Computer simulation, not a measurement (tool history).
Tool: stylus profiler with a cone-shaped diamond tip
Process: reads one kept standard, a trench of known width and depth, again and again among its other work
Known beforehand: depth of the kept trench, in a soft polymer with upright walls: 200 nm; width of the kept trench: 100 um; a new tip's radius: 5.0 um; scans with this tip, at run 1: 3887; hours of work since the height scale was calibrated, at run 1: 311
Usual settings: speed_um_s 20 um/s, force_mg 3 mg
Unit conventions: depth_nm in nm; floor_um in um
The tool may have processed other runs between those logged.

| run | hour | speed_um_s | force_mg | scans with this tip | hours of work since the height scale was calibrated | depth_nm | floor_um |
|---|---|---|---|---|---|---|---|
| 1 | 0 | 20 | 3 | 3887 | 311 | 203.61 | 97.13 |
| 2 | 87.9 | 20 | 5.98 | 4653 | 372 | 205.77 | 97.15 |
| 3 | 208.8 | 20 | 3 | 5707 | 456 | 203.64 | 97.15 |
| 4 | 271.1 | 51 | 3 | 6250 | 499 | 203.66 | 96.99 |
| 5 | 343.9 | 51 | 3 | 6885 | 550 | 203.63 | 96.99 |
| 6 | 463.1 | 51 | 3 | 7924 | 633 | 203.63 | 96.99 |
| 7 | 521.1 | 20 | 8.58 | 8430 | 674 | 207.33 | 97.19 |
| 8 | 606.4 | 20 | 8.58 | 9173 | 733 | 207.31 | 97.09 |
| 9 | 724.7 | 20 | 8.58 | 10204 | 815 | 207.35 | 97.1 |
| 10 | 800.7 | 14 | 3 | 10867 | 868 | 203.62 | 97.17 |
| 11 | 885.9 | 20 | 1.09 | 11610 | 928 | 201.84 | 97 |
| 12 | 982.9 | 20 | 3 | 12456 | 995 | 203.64 | 97.11 |
| 13 | 1036.3 | 23 | 6.63 | 12921 | 1032 | 206.21 | 97.14 |
| 14 | 1099.9 | 5 | 1.24 | 13475 | 1077 | 202.05 | 97.15 |
|  | 1211.7 | height scale calibrated on a step standard |
| 15 | 1229.7 | 25 | 1.91 | 14602 | 12 | 202.72 | 96.99 |
| 16 | 1341.7 | 49 | 1.68 | 15579 | 91 | 202.48 | 96.97 |
| 17 | 1446 | 14 | 3.1 | 16488 | 163 | 203.72 | 97.16 |
| 18 | 1508.7 | 21 | 2.97 | 17034 | 207 | 203.63 | 97.07 |
| 19 | 1572.6 | 21 | 2.97 | 17592 | 251 | 203.62 | 97.11 |
| 20 | 1642.2 | 52 | 5.75 | 18198 | 300 | 205.61 | 97.08 |
| 21 | 1730.5 | 7 | 2.76 | 18968 | 361 | 203.43 | 97.18 |
| 22 | 1787.4 | 69 | 2.76 | 19464 | 401 | 203.43 | 96.95 |
| 23 | 1863.6 | 58 | 6.54 | 20128 | 454 | 206.12 | 97.04 |

Here are 3 independent what-if runs from the current tool condition. What would each one return?
| A | 1990.8 | 6 | 2.2 | 21238 | 543 | ? | ? |
| B | 1990.8 | 27 | 7.69 | 21238 | 543 | ? | ? |
| C | 1990.8 | 40 | 7.65 | 21238 | 543 | ? | ? |

| run | depth_nm | floor_um |
|---|---|---|
| A | 202.98 | 97.17 |
| B | 206.83 | 97.15 |
| C | 206.79 | 97.06 |
With the hidden condition removed and each run's random variation left untouched, the same runs would have given:
| run | depth_nm | floor_um |
|---|---|---|
| A | 202.97 | 97.19 |
| B | 206.82 | 97.17 |
| C | 206.78 | 97.08 |

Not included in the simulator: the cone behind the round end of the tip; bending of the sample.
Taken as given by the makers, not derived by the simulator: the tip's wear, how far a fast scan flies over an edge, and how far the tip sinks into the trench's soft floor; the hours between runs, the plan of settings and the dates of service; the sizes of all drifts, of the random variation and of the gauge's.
